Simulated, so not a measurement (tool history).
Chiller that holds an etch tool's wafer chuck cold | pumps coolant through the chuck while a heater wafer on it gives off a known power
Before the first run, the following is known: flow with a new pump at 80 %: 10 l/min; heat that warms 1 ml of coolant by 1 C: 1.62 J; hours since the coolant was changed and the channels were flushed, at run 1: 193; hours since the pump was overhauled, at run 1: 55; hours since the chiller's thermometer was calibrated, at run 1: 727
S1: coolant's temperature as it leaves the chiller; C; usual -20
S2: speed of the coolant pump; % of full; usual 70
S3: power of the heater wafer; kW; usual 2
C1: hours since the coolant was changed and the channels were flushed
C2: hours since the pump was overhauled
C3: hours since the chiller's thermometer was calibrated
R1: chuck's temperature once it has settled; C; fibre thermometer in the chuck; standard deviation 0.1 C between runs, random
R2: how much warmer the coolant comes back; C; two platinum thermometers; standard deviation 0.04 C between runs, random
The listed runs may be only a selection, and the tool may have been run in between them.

run,hour,S1,S2,S3,C1,C2,C3,R1,R2
1,0,-20,70,2,193,55,727,-4.7,8.55
2,44.3,-20,70,2,238,99,771,-4.5,8.63
3,111.2,-20,70,2,304,166,838,-4.6,8.6
4,200.9,-28,70,2,394,256,928,-12.6,8.62
5,286.8,-28,70,2,480,342,1014,-12.6,8.68
6,345.5,-20,70,2,539,400,1072,-4.6,8.56
7,435.8,-20,70,2,629,491,1163,-4.7,8.65
8,490,-24,70,2,683,545,1217,-8.5,8.63
9,533.6,-20,100,2,727,588,1261,-9,5.89
10,577.9,-20,100,2,771,633,1305,-9.3,5.91
11,672.7,-20,82,2,866,728,1400,-6.8,7.32
12,727.5,-20,82,2,921,782,1454,-6.8,7.32
13,817.2,-20,82,2,1010,872,1544,-6.9,7.32
14,911.6,-20,70,2,1105,966,1639,-4.6,8.61
15,988.4,-10,73,2.339,1182,1043,1715,7.1,9.74
16,1081,-20,63,2.812,1274,1136,1808,3.9,13.77
17,1159.9,-20,96,1.457,1353,1215,1887,-11.7,4.48
18,1218.6,-20,96,1.457,1412,1273,1946,-11.7,4.63
19,1308.8,-20,96,1.457,1502,1364,2036,-11.9,4.61
20,1365.1,-27,90,2.634,1558,1420,2092,-11.1,8.73
21,1420.2,-21,72,2.043,1613,1475,2147,-5.8,8.74
22,1493,-21,72,2.043,1686,1548,2220,-5.8,8.65
23,1567.1,-21,72,2.043,1760,1622,2294,-5.6,8.69
24,1645,-20,85,2.832,1838,1700,2372,-2,9.99
25,1726.5,-20,94,2.888,1920,1781,2453,-3.3,9.15
26,1786.5,-22,96,2.961,1980,1841,2513,-5.3,9.23
27,1855.2,-22,96,2.961,2048,1910,2582,-5.2,9.28
28,1917.2,-27,70,2,2110,1972,2644,-11.4,8.83

Alternative continuations, all from the tool just after run 28; predict every row:
A,2003.8,-20,92,2,2197,2059,2731,?,?
B,2003.8,-27,92,2,2197,2059,2731,?,?
C,2003.8,-19,70,2,2197,2059,2731,?,?

run,R1,R2
A,-8.2,6.61
B,-15.3,6.61
C,-3.7,8.91
The same runs, with their run-to-run variation unchanged, on a tool lacking any hidden condition would have given:
run,R1,R2
A,-8.3,6.34
B,-15.3,6.33
C,-3.7,8.63
